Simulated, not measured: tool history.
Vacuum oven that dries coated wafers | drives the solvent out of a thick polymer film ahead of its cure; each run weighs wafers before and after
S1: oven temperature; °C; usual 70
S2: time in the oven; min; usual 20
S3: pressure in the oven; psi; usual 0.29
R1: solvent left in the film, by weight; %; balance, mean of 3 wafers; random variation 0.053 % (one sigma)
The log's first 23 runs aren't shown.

| run | hour | S1 | S2 | S3 | R1 |
|---|---|---|---|---|---|
| 24 | 869.8 | 55 | 15 | 0.405 | 9.29 |
| 25 | 907.6 | 83 | 11 | 0.461 | 1.36 |
| 26 | 930.2 | 83 | 11 | 0.461 | 1.38 |
| 27 | 957.5 | 70 | 20 | 0.341 | 1.86 |
| 28 | 980.8 | 67 | 19 | 0.341 | 2.87 |
| 29 | 1025.8 | 67 | 19 | 0.341 | 2.77 |
| 30 | 1077.5 | 58 | 19 | 0.432 | 6.33 |
| 31 | 1122.1 | 70 | 20 | 0.17 | 1.45 |
| 32 | 1149.3 | 70 | 20 | 0.17 | 1.44 |
| 33 | 1180.4 | 70 | 20 | 0.17 | 1.46 |
| 34 | 1211.3 | 60 | 17 | 0.286 | 5.72 |
| 35 | 1257 | 58 | 20 | 0.229 | 5.14 |
| 36 | 1304.7 | 67 | 31 | 0.263 | 1.25 |
| 37 | 1326 | 67 | 31 | 0.263 | 1.29 |
| 38 | 1363.6 | 78 | 26 | 0.989 | 2.11 |
| 39 | 1394.8 | 73 | 11 | 0.553 | 3.69 |

4 ways to go on from here, each from the tool as it stands after run 39. What would each give?
| A | 1416.2 | 64 | 10 | 0.29 | ? |
| B | 1416.2 | 79 | 18 | 0.29 | ? |
| C | 1416.2 | 66 | 23 | 0.553 | ? |
| D | 1416.2 | 66 | 13 | 0.238 | ? |

| run | R1 |
|---|---|
| A | 7 |
| B | 0.79 |
| C | 3.06 |
| D | 4.53 |
Without the tool's hidden state the same runs would have given:
| run | R1 |
|---|---|
| A | 7.35 |
| B | 0.81 |
| C | 3.24 |
| D | 4.83 |
